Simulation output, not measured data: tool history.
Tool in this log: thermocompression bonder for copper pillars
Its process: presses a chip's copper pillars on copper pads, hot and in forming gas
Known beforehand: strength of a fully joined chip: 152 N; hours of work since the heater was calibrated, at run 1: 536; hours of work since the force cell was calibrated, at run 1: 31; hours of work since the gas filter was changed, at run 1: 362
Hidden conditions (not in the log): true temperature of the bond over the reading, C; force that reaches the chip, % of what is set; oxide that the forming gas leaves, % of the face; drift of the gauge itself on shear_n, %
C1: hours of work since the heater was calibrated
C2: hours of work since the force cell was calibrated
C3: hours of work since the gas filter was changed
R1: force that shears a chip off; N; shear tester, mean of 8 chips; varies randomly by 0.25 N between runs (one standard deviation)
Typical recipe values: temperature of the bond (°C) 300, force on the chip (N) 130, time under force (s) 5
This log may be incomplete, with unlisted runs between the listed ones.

Run 1, hour 0.0: usual settings; C1 536; C2 31; C3 362. Result: R1 65.5 N.
At hour 3.7: forming gas filter changed.
Run 2, hour 4.9: usual settings; C1 539; C2 34; C3 1. Result: R1 72.5 N.
Run 3, hour 11.6: usual settings; C1 544; C2 38; C3 5. Result: R1 72.0 N.
Run 4, hour 16.8: usual settings; C1 547; C2 42; C3 9. Result: R1 72.1 N.
Run 5, hour 24.0: usual settings; C1 552; C2 47; C3 13. Result: R1 71.9 N.
Run 6, hour 30.4: usual settings but force on the chip (N) 108; C1 556; C2 51; C3 18. Result: R1 65.5 N.
Run 7, hour 37.4: usual settings but temperature of the bond (°C) 304, force on the chip (N) 108; C1 561; C2 55; C3 22. Result: R1 67.5 N.
Run 8, hour 46.4: usual settings but temperature of the bond (°C) 304, force on the chip (N) 108; C1 567; C2 61; C3 28. Result: R1 67.8 N.
Run 9, hour 54.5: usual settings but temperature of the bond (°C) 298; C1 572; C2 67; C3 33. Result: R1 70.7 N.
Run 10, hour 63.3: usual settings but temperature of the bond (°C) 298; C1 578; C2 72; C3 39. Result: R1 70.6 N.
Run 11, hour 67.2: usual settings but temperature of the bond (°C) 298; C1 580; C2 75; C3 42. Result: R1 70.3 N.
Run 12, hour 71.0: usual settings but force on the chip (N) 102; C1 583; C2 77; C3 44. Result: R1 63.7 N.
Run 13, hour 77.8: usual settings but force on the chip (N) 102; C1 587; C2 82; C3 49. Result: R1 63.7 N.
Run 14, hour 84.3: usual settings but force on the chip (N) 102; C1 592; C2 86; C3 53. Result: R1 63.5 N.
Run 15, hour 88.9: usual settings but force on the chip (N) 102; C1 595; C2 89; C3 56. Result: R1 63.7 N.
Run 16, hour 95.6: usual settings but force on the chip (N) 102; C1 599; C2 94; C3 61. Result: R1 63.3 N.
Run 17, hour 102.1: usual settings but force on the chip (N) 176; C1 603; C2 98; C3 65. Result: R1 81.9 N.
Run 18, hour 109.5: usual settings but force on the chip (N) 176; C1 608; C2 103; C3 70. Result: R1 82.6 N.
Run 19, hour 117.5: usual settings but force on the chip (N) 176; C1 613; C2 108; C3 75. Result: R1 82.3 N.
Run 20, hour 122.6: usual settings; C1 617; C2 111; C3 78. Result: R1 71.3 N.
Run 21, hour 131.4: usual settings but temperature of the bond (°C) 298; C1 623; C2 117; C3 84. Result: R1 70.6 N.
Run 22, hour 137.8: usual settings but temperature of the bond (°C) 298, force on the chip (N) 103, time under force (s) 7; C1 627; C2 122; C3 88. Result: R1 70.7 N.
Run 23, hour 143.3: usual settings but temperature of the bond (°C) 298, force on the chip (N) 103, time under force (s) 7; C1 630; C2 125; C3 92. Result: R1 70.7 N.
Run 24, hour 147.1: usual settings but force on the chip (N) 193, time under force (s) 3; C1 633; C2 128; C3 94. Result: R1 72.2 N.
Run 25, hour 152.1: usual settings but force on the chip (N) 193, time under force (s) 3; C1 636; C2 131; C3 98. Result: R1 71.9 N.
Run 26, hour 157.5: usual settings but temperature of the bond (°C) 298, force on the chip (N) 105, time under force (s) 9; C1 640; C2 135; C3 101. Result: R1 77.8 N.
Run 27, hour 161.3: usual settings but temperature of the bond (°C) 322, force on the chip (N) 110, time under force (s) 9; C1 642; C2 137; C3 104. Result: R1 94.1 N.
Run 28, hour 167.6: usual settings but temperature of the bond (°C) 274, force on the chip (N) 88, time under force (s) 9; C1 646; C2 141; C3 108. Result: R1 57.9 N.
Run 29, hour 172.2: usual settings but temperature of the bond (°C) 274, force on the chip (N) 88, time under force (s) 9; C1 649; C2 144; C3 111. Result: R1 58.0 N.
Run 30, hour 176.4: usual settings but temperature of the bond (°C) 323, force on the chip (N) 125; C1 652; C2 147; C3 114. Result: R1 82.5 N.
Run 31, hour 183.3: usual settings but temperature of the bond (°C) 294, force on the chip (N) 96, time under force (s) 7; C1 657; C2 151; C3 118. Result: R1 66.0 N.
Run 32, hour 187.3: usual settings but temperature of the bond (°C) 294, force on the chip (N) 96, time under force (s) 7; C1 659; C2 154; C3 121. Result: R1 65.6 N.
Run 33, hour 196.3: usual settings but force on the chip (N) 128, time under force (s) 12; C1 665; C2 160; C3 127. Result: R1 93.0 N.
Run 34, hour 201.3: usual settings but force on the chip (N) 128, time under force (s) 12; C1 669; C2 163; C3 130. Result: R1 93.9 N.
Run 35, hour 205.6: usual settings but temperature of the bond (°C) 326, force on the chip (N) 155, time under force (s) 3; C1 671; C2 166; C3 133. Result: R1 77.7 N.
Run 36, hour 211.4: usual settings but temperature of the bond (°C) 329, force on the chip (N) 81, time under force (s) 4; C1 675; C2 170; C3 137. Result: R1 64.6 N.
Run 37, hour 218.8: usual settings but temperature of the bond (°C) 279, force on the chip (N) 93, time under force (s) 3; C1 680; C2 175; C3 142. Result: R1 40.4 N.
Run 38, hour 224.8: usual settings but temperature of the bond (°C) 327, time under force (s) 10; C1 684; C2 179; C3 146. Result: R1 104.3 N.
Run 39, hour 229.7: usual settings but temperature of the bond (°C) 288; C1 687; C2 182; C3 149. Result: R1 64.2 N.
Run 40, hour 238.5: usual settings but temperature of the bond (°C) 308, force on the chip (N) 183, time under force (s) 11; C1 693; C2 188; C3 155. Result: R1 108.1 N.
Run 41, hour 242.9: usual settings but temperature of the bond (°C) 298, force on the chip (N) 155, time under force (s) 3; C1 696; C2 191; C3 158. Result: R1 62.8 N.

3 ways to go on from here, each from the tool as it stands after run 41. What would each give?
Run A, hour 250.5: usual settings but temperature of the bond (°C) 318, force on the chip (N) 138; C1 701; C2 196; C3 163. Result: R1 ?.
Run B, hour 250.5: usual settings but temperature of the bond (°C) 329, force on the chip (N) 123, time under force (s) 3; C1 701; C2 196; C3 163. Result: R1 ?.
Run C, hour 250.5: usual settings but temperature of the bond (°C) 274, force on the chip (N) 126, time under force (s) 4; C1 701; C2 196; C3 163. Result: R1 ?.

run    R1
  A  82.2
  B  71.5
  C  50.7
With the hidden condition removed and each run's random variation left untouched, the same runs would have given:
run    R1
  A  80.6
  B  69.9
  C  48.4

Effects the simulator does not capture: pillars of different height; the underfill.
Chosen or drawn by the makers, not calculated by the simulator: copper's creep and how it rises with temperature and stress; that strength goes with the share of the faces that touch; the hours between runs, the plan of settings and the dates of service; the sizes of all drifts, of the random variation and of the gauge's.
